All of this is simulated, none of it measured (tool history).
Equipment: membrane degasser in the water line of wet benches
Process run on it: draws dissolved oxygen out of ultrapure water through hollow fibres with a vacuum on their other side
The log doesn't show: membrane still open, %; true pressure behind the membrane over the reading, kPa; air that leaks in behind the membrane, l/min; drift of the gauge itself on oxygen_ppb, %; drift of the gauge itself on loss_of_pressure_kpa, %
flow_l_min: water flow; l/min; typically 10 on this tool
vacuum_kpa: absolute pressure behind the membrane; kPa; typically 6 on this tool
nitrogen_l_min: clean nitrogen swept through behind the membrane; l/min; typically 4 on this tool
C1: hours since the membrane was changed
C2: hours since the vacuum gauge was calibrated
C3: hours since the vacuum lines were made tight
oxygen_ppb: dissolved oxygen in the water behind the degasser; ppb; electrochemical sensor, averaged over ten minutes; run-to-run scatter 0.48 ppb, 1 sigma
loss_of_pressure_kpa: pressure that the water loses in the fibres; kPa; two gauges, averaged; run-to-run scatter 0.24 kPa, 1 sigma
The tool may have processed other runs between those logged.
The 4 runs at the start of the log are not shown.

run 5 hour=573.7 | flow_l_min=10 vacuum_kpa=4.51 nitrogen_l_min=4 | C1=4350 C2=6341 C3=4350 | oxygen_ppb=28.5 loss_of_pressure_kpa=61.21
run 6 hour=691.3 | flow_l_min=10 vacuum_kpa=4.51 nitrogen_l_min=4 | C1=4467 C2=6458 C3=4467 | oxygen_ppb=27.6 loss_of_pressure_kpa=61
-- hour=852.5 vacuum gauge calibrated
run 7 hour=856.9 | flow_l_min=10 vacuum_kpa=4.51 nitrogen_l_min=4 | C1=4633 C2=4 C3=4633 | oxygen_ppb=28.5 loss_of_pressure_kpa=60.84
run 8 hour=967.7 | flow_l_min=10 vacuum_kpa=4.51 nitrogen_l_min=4 | C1=4743 C2=115 C3=4743 | oxygen_ppb=28.2 loss_of_pressure_kpa=60.99
run 9 hour=1132.2 | flow_l_min=10 vacuum_kpa=6 nitrogen_l_min=4 | C1=4908 C2=280 C3=4908 | oxygen_ppb=37.4 loss_of_pressure_kpa=61.16
run 10 hour=1335.3 | flow_l_min=10 vacuum_kpa=6 nitrogen_l_min=4 | C1=5111 C2=483 C3=5111 | oxygen_ppb=37.6 loss_of_pressure_kpa=61.17
-- hour=1413 seals of the vacuum lines changed
run 11 hour=1552.1 | flow_l_min=10 vacuum_kpa=6 nitrogen_l_min=4 | C1=5326 C2=698 C3=139 | oxygen_ppb=36.8 loss_of_pressure_kpa=61.19
run 12 hour=1707.7 | flow_l_min=10 vacuum_kpa=6 nitrogen_l_min=5.73 | C1=5481 C2=853 C3=295 | oxygen_ppb=32.2 loss_of_pressure_kpa=60.89
run 13 hour=1950.8 | flow_l_min=10 vacuum_kpa=6 nitrogen_l_min=5.73 | C1=5724 C2=1096 C3=538 | oxygen_ppb=32.4 loss_of_pressure_kpa=61.01
run 14 hour=2141.6 | flow_l_min=10 vacuum_kpa=6 nitrogen_l_min=5.73 | C1=5915 C2=1287 C3=729 | oxygen_ppb=31.8 loss_of_pressure_kpa=61.07
run 15 hour=2331.2 | flow_l_min=10 vacuum_kpa=6 nitrogen_l_min=4 | C1=6105 C2=1477 C3=918 | oxygen_ppb=36.9 loss_of_pressure_kpa=61.05
run 16 hour=2450.6 | flow_l_min=10 vacuum_kpa=6 nitrogen_l_min=4 | C1=6224 C2=1596 C3=1038 | oxygen_ppb=36.8 loss_of_pressure_kpa=60.91
run 17 hour=2550.4 | flow_l_min=8 vacuum_kpa=13.91 nitrogen_l_min=2.13 | C1=6324 C2=1696 C3=1137 | oxygen_ppb=102.4 loss_of_pressure_kpa=49.12
run 18 hour=2701.6 | flow_l_min=8 vacuum_kpa=13.91 nitrogen_l_min=2.13 | C1=6475 C2=1847 C3=1289 | oxygen_ppb=104.6 loss_of_pressure_kpa=49.04
run 19 hour=2899.7 | flow_l_min=8 vacuum_kpa=13.91 nitrogen_l_min=2.13 | C1=6673 C2=2045 C3=1487 | oxygen_ppb=103.4 loss_of_pressure_kpa=48.88
run 20 hour=3113 | flow_l_min=10 vacuum_kpa=12.24 nitrogen_l_min=2.56 | C1=6887 C2=2259 C3=1700 | oxygen_ppb=107 loss_of_pressure_kpa=61.08
run 21 hour=3337.9 | flow_l_min=15 vacuum_kpa=7.88 nitrogen_l_min=4 | C1=7112 C2=2483 C3=1925 | oxygen_ppb=144.1 loss_of_pressure_kpa=91.93

Run 22 has not been measured yet. What should we expect?
run 22 hour=3575.8 | flow_l_min=15 vacuum_kpa=7.88 nitrogen_l_min=4 | C1=7349 C2=2721 C3=2163 | oxygen_ppb=? loss_of_pressure_kpa=?

Run 22 yielded oxygen_ppb 147.4 ppb, loss_of_pressure_kpa 91.65 kPa.
Minus the tool's unlogged condition, the same run would have read oxygen_ppb 146.9 ppb, loss_of_pressure_kpa 91.56 kPa.
